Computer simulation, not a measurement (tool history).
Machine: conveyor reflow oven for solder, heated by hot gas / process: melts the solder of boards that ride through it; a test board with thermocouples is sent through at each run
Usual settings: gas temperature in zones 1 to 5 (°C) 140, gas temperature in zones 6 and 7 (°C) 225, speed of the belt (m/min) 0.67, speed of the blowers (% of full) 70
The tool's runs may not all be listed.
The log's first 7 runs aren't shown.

run	day	gas temperature in zones 1 to 5 (°C)	gas temperature in zones 6 and 7 (°C)	speed of the belt (m/min)	speed of the blowers (% of full)	hours of work since the flux was cleaned out	hours of work since the belt drive was overhauled	hours of work since the thermocouples were changed	highest temperature of the board (°C)	time above the solder's melting point (s)
8	15.612	140	225	0.67	70	383	556	383	204.6	37
9	17.233	140	232	0.67	70	403	576	403	209.8	42
# day 19.033: flux residue cleaned out of gas plates and filters
10	19.138	140	225	0.67	67	1	597	424	203.5	34.9
11	21.133	140	225	0.67	67	26	621	449	203	34.4
12	23.238	140	225	0.67	70	52	647	475	203.1	34.8
13	25.183	153	225	0.67	70	76	671	499	206.1	42.1
14	26.717	153	225	0.67	70	95	690	518	205.4	42.3
# day 27.988: flux residue cleaned out of gas plates and filters, once more
15	28.071	153	225	0.67	70	1	705	532	210.7	48.1
16	29.567	153	225	0.67	70	20	723	551	210.9	48.2
# day 30.538: thermocouples of zones 6 and 7 changed
17	31.342	153	225	0.67	70	40	744	10	211	48.4
18	32.742	153	225	0.67	70	58	761	27	210.9	48.1
19	35.221	153	225	0.67	70	88	792	58	210.5	47.8
20	36.525	150	224	0.76	65	105	808	74	204.1	35.2
21	38.746	150	224	0.76	65	132	836	102	203.9	34.6
22	40.654	150	224	0.76	65	156	859	125	203.7	34.3
23	42.533	140	225	0.67	64	179	882	148	205.7	38.4
24	44.938	154	216	0.67	72	209	912	178	202.4	41.2
25	46.117	132	216	0.609	70	223	927	193	199.9	34.9
26	48.604	138	216	0.609	70	254	958	224	201.1	38.2
27	50.85	138	216	0.609	70	282	985	251	200.8	37
28	52.646	147	234	0.67	64	304	1008	274	213.3	46.9
29	54.675	147	234	0.67	64	329	1033	299	213	46.3
30	55.829	132	216	0.67	64	343	1047	313	194.8	23.5
31	57.029	132	216	0.67	62	358	1062	328	194.3	22.4

Branching from run 31: 3 alternative next runs. What would each branch give?
A	58.112	140	219	0.67	70	372	1075	341	?	?
B	58.112	135	226	0.543	62	372	1075	341	?	?
C	58.112	140	225	0.67	81	372	1075	341	?	?

run	highest temperature of the board (°C)	time above the solder's melting point (s)
A	199.4	32.4
B	210.2	51.7
C	206.5	39.8
Take away the tool's hidden state, keep each run's random variation, and the runs would have read:
run	highest temperature of the board (°C)	time above the solder's melting point (s)
A	203.3	36.9
B	213.5	54.7
C	210.7	43.4
